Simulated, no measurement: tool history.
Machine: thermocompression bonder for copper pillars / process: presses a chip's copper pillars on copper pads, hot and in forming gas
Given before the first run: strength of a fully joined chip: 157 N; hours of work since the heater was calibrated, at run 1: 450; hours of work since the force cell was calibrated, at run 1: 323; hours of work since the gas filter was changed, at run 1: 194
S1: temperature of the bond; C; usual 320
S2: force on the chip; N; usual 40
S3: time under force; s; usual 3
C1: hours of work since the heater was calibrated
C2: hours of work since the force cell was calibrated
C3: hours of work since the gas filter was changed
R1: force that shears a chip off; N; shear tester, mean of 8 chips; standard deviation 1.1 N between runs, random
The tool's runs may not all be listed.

run	hour	S1	S2	S3	C1	C2	C3	R1
1	0.0	320	40	3	450	323	194	89.6
2	13.1	320	40	3	460	334	205	89.6
3	21.3	320	40	3	466	340	211	89.7
4	32.8	320	40	3	475	349	220	89.8
5	44.4	320	40	4	485	359	230	97.2
6	57.1	320	40	4	495	369	240	95.4
7	63.9	320	40	4	500	374	245	96.0
8	71.4	320	40	3	506	380	251	89.3
9	82.8	320	41	3	515	389	260	87.6
10	96.7	320	41	3	526	400	271	89.3
# hour 111.0: heater calibrated with a thermocouple chip
11	112.9	320	41	3	2	411	282	86.2
12	125.2	320	41	3	11	421	292	83.9
13	139.7	299	40	3	23	432	303	71.9
14	145.9	299	40	3	28	437	308	73.7
15	160.8	334	40	3	39	449	320	91.6
# hour 163.6: force cell calibrated
16	171.3	334	40	3	46	6	327	89.5
# hour 177.1: forming gas filter changed
17	181.8	320	35	3	54	14	4	84.4
18	189.3	320	40	3	60	20	10	93.0
19	198.5	320	40	3	68	27	17	92.8
# hour 203.7: force cell calibrated, once more
20	213.7	320	40	5	78	8	28	107.2
21	223.0	332	40	3	86	15	35	101.4
22	229.9	332	40	8	91	21	41	125.6
23	242.3	332	40	2	101	30	50	87.6
24	251.7	332	40	2	108	38	58	89.3
25	259.7	320	36	7	115	44	64	112.6
26	269.9	320	31	2	123	52	72	66.9
27	284.8	320	40	5	135	64	84	106.9
28	299.4	339	40	4	146	76	96	112.1
29	313.1	320	55	2	157	86	106	95.8
30	326.2	320	27	3	167	97	117	69.7
31	335.5	319	42	4	175	104	124	100.4
32	345.6	335	40	4	183	112	132	107.2
33	357.0	345	40	2	192	121	141	93.7
34	371.5	345	40	2	203	133	152	91.3
35	379.9	337	33	2	210	139	159	77.0
36	392.5	337	42	7	220	149	169	123.5
37	400.8	304	29	6	226	156	176	82.2
38	409.9	304	35	2	234	163	183	63.9
39	423.1	290	35	3	244	173	193	64.9
40	435.3	290	35	3	254	183	203	64.9

Branching from run 40: 3 alternative next runs. What would each branch give?
A	449.1	320	43	5	265	194	214	?
B	449.1	313	40	2	265	194	214	?
C	449.1	301	35	3	265	194	214	?

run	R1
A	106.0
B	72.6
C	71.3
With no hidden state in the tool, these same runs would have given:
run	R1
A	113.0
B	77.0
C	75.6
